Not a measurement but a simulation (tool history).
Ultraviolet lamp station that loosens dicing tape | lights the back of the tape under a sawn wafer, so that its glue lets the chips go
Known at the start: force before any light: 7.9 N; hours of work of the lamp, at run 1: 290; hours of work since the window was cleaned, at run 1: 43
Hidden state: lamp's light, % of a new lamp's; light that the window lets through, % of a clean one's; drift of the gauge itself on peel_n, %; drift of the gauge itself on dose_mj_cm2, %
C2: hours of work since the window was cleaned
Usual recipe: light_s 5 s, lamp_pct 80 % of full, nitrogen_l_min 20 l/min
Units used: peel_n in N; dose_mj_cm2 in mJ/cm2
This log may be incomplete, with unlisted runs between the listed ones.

Run 1, hour 0: usual settings; hours of work of the lamp 290; C2 43. Result: peel_n 0.199 N, dose_mj_cm2 248 mJ/cm2.
Run 2, hour 10.7: usual settings but lamp_pct 66 % of full; hours of work of the lamp 297; C2 50. Result: peel_n 0.336 N, dose_mj_cm2 203 mJ/cm2.
Run 3, hour 20.2: usual settings but lamp_pct 66 % of full; hours of work of the lamp 303; C2 55. Result: peel_n 0.332 N, dose_mj_cm2 211 mJ/cm2.
Run 4, hour 28.8: usual settings but lamp_pct 66 % of full; hours of work of the lamp 308; C2 61. Result: peel_n 0.332 N, dose_mj_cm2 204 mJ/cm2.
Run 5, hour 34.3: usual settings but nitrogen_l_min 10 l/min; hours of work of the lamp 311; C2 64. Result: peel_n 0.387 N, dose_mj_cm2 246 mJ/cm2.
Run 6, hour 40.7: usual settings but nitrogen_l_min 39 l/min; hours of work of the lamp 315; C2 68. Result: peel_n 0.109 N, dose_mj_cm2 248 mJ/cm2.
Run 7, hour 46.3: usual settings but nitrogen_l_min 39 l/min; hours of work of the lamp 319; C2 72. Result: peel_n 0.116 N, dose_mj_cm2 245 mJ/cm2.
Run 8, hour 55.7: usual settings but nitrogen_l_min 39 l/min; hours of work of the lamp 325; C2 77. Result: peel_n 0.107 N, dose_mj_cm2 247 mJ/cm2.
Run 9, hour 68: usual settings but nitrogen_l_min 39 l/min; hours of work of the lamp 332; C2 85. Result: peel_n 0.125 N, dose_mj_cm2 245 mJ/cm2.
Run 10, hour 75.7: usual settings but nitrogen_l_min 39 l/min; hours of work of the lamp 337; C2 90. Result: peel_n 0.109 N, dose_mj_cm2 247 mJ/cm2.
Run 11, hour 85.5: usual settings but nitrogen_l_min 39 l/min; hours of work of the lamp 343; C2 96. Result: peel_n 0.106 N, dose_mj_cm2 247 mJ/cm2.
Run 12, hour 93.2: usual settings but nitrogen_l_min 39 l/min; hours of work of the lamp 348; C2 101. Result: peel_n 0.111 N, dose_mj_cm2 246 mJ/cm2.
Run 13, hour 104.7: usual settings but nitrogen_l_min 13 l/min; hours of work of the lamp 355; C2 108. Result: peel_n 0.289 N, dose_mj_cm2 247 mJ/cm2.
Run 14, hour 116.8: usual settings but nitrogen_l_min 13 l/min; hours of work of the lamp 363; C2 115. Result: peel_n 0.306 N, dose_mj_cm2 249 mJ/cm2.
Run 15, hour 123: usual settings but nitrogen_l_min 13 l/min; hours of work of the lamp 366; C2 119. Result: peel_n 0.295 N, dose_mj_cm2 248 mJ/cm2.
Run 16, hour 128.6: usual settings but nitrogen_l_min 13 l/min; hours of work of the lamp 370; C2 123. Result: peel_n 0.296 N, dose_mj_cm2 247 mJ/cm2.
Run 17, hour 140.4: usual settings but lamp_pct 67 % of full; hours of work of the lamp 377; C2 130. Result: peel_n 0.309 N, dose_mj_cm2 208 mJ/cm2.
Run 18, hour 152.4: usual settings but lamp_pct 67 % of full; hours of work of the lamp 385; C2 137. Result: peel_n 0.323 N, dose_mj_cm2 213 mJ/cm2.
Run 19, hour 157.6: usual settings but lamp_pct 67 % of full; hours of work of the lamp 388; C2 141. Result: peel_n 0.321 N, dose_mj_cm2 205 mJ/cm2.
Run 20, hour 165.5: usual settings but nitrogen_l_min 13 l/min; hours of work of the lamp 393; C2 146. Result: peel_n 0.301 N, dose_mj_cm2 251 mJ/cm2.
Run 21, hour 171: usual settings but light_s 8 s; hours of work of the lamp 396; C2 149. Result: peel_n 0.071 N, dose_mj_cm2 396 mJ/cm2.
Run 22, hour 180.4: usual settings but nitrogen_l_min 7 l/min; hours of work of the lamp 402; C2 155. Result: peel_n 0.547 N, dose_mj_cm2 248 mJ/cm2.
Run 23, hour 186.7: usual settings but light_s 8 s, lamp_pct 70 % of full, nitrogen_l_min 7 l/min; hours of work of the lamp 406; C2 159. Result: peel_n 0.224 N, dose_mj_cm2 346 mJ/cm2.
Run 24, hour 194.8: usual settings but light_s 8 s, lamp_pct 70 % of full, nitrogen_l_min 7 l/min; hours of work of the lamp 411; C2 164. Result: peel_n 0.228 N, dose_mj_cm2 342 mJ/cm2.
Run 25, hour 202.8: usual settings but light_s 7 s, lamp_pct 83 % of full, nitrogen_l_min 13 l/min; hours of work of the lamp 416; C2 169. Result: peel_n 0.112 N, dose_mj_cm2 360 mJ/cm2.
Run 26, hour 208.3: usual settings but light_s 7 s, lamp_pct 83 % of full, nitrogen_l_min 13 l/min; hours of work of the lamp 419; C2 172. Result: peel_n 0.107 N, dose_mj_cm2 358 mJ/cm2.
Run 27, hour 217.7: usual settings but light_s 7 s, lamp_pct 83 % of full, nitrogen_l_min 13 l/min; hours of work of the lamp 425; C2 178. Result: peel_n 0.111 N, dose_mj_cm2 360 mJ/cm2.
Run 28, hour 223.1: usual settings but lamp_pct 97 % of full, nitrogen_l_min 7 l/min; hours of work of the lamp 429; C2 181. Result: peel_n 0.342 N, dose_mj_cm2 303 mJ/cm2.
Run 29, hour 231.7: usual settings but lamp_pct 97 % of full, nitrogen_l_min 7 l/min; hours of work of the lamp 434; C2 187. Result: peel_n 0.345 N, dose_mj_cm2 298 mJ/cm2.
Run 30, hour 241.8: usual settings but light_s 2 s, lamp_pct 97 % of full, nitrogen_l_min 7 l/min; hours of work of the lamp 440; C2 193. Result: peel_n 2.136 N, dose_mj_cm2 116 mJ/cm2.
Run 31, hour 247.3: usual settings but light_s 2 s, lamp_pct 97 % of full, nitrogen_l_min 7 l/min; hours of work of the lamp 444; C2 196. Result: peel_n 2.079 N, dose_mj_cm2 119 mJ/cm2.
Run 32, hour 253.2: usual settings but light_s 2 s, lamp_pct 94 % of full, nitrogen_l_min 9 l/min; hours of work of the lamp 447; C2 200. Result: peel_n 1.964 N, dose_mj_cm2 118 mJ/cm2.
Run 33, hour 262.9: usual settings but light_s 9 s, lamp_pct 91 % of full, nitrogen_l_min 9 l/min; hours of work of the lamp 453; C2 206. Result: peel_n 0.063 N, dose_mj_cm2 507 mJ/cm2.
Run 34, hour 269.4: usual settings but lamp_pct 75 % of full; hours of work of the lamp 457; C2 210. Result: peel_n 0.222 N, dose_mj_cm2 234 mJ/cm2.
Run 35, hour 277.6: usual settings but light_s 2 s, lamp_pct 97 % of full, nitrogen_l_min 16 l/min; hours of work of the lamp 462; C2 215. Result: peel_n 1.312 N, dose_mj_cm2 124 mJ/cm2.
Run 36, hour 283.8: usual settings but nitrogen_l_min 25 l/min; hours of work of the lamp 466; C2 219. Result: peel_n 0.16 N, dose_mj_cm2 252 mJ/cm2.
Run 37, hour 289.1: usual settings but lamp_pct 98 % of full, nitrogen_l_min 16 l/min; hours of work of the lamp 470; C2 222. Result: peel_n 0.13 N, dose_mj_cm2 298 mJ/cm2.
Run 38, hour 297.9: usual settings but light_s 2 s, lamp_pct 68 % of full, nitrogen_l_min 12 l/min; hours of work of the lamp 475; C2 228. Result: peel_n 2.489 N, dose_mj_cm2 89 mJ/cm2.
Run 39, hour 306.7: usual settings but light_s 4 s; hours of work of the lamp 481; C2 233. Result: peel_n 0.358 N, dose_mj_cm2 198 mJ/cm2.
Run 40, hour 311.8: usual settings but light_s 6 s, nitrogen_l_min 34 l/min; hours of work of the lamp 484; C2 236. Result: peel_n 0.079 N, dose_mj_cm2 298 mJ/cm2.
Run 41, hour 318.2: usual settings but light_s 9 s, nitrogen_l_min 8 l/min; hours of work of the lamp 488; C2 240. Result: peel_n 0.093 N, dose_mj_cm2 445 mJ/cm2.
Run 42, hour 326: usual settings but light_s 7 s, lamp_pct 96 % of full, nitrogen_l_min 19 l/min; hours of work of the lamp 492; C2 245. Result: peel_n 0.079 N, dose_mj_cm2 419 mJ/cm2.
Run 43, hour 335.5: usual settings but light_s 7 s, lamp_pct 96 % of full, nitrogen_l_min 19 l/min; hours of work of the lamp 498; C2 251. Result: peel_n 0.068 N, dose_mj_cm2 413 mJ/cm2.
Run 44, hour 341.7: usual settings but lamp_pct 87 % of full, nitrogen_l_min 7 l/min; hours of work of the lamp 502; C2 255. Result: peel_n 0.455 N, dose_mj_cm2 271 mJ/cm2.

Predict each of these 3 candidate next runs independently; none follows another, all start after run 44:
Run A, hour 348: usual settings but light_s 3 s; hours of work of the lamp 506; C2 259. Result: peel_n ?, dose_mj_cm2 ?.
Run B, hour 348: usual settings but light_s 7 s, lamp_pct 63 % of full, nitrogen_l_min 30 l/min; hours of work of the lamp 506; C2 259. Result: peel_n ?, dose_mj_cm2 ?.
Run C, hour 348: usual settings but lamp_pct 87 % of full, nitrogen_l_min 7 l/min; hours of work of the lamp 506; C2 259. Result: peel_n ?, dose_mj_cm2 ?.

run  peel_n  dose_mj_cm2
  A   0.779          149
  B   0.105          278
  C   0.455          268
With no hidden state in the tool, these same runs would have given:
run  peel_n  dose_mj_cm2
  A   0.778          150
  B   0.105          278
  C   0.454          268
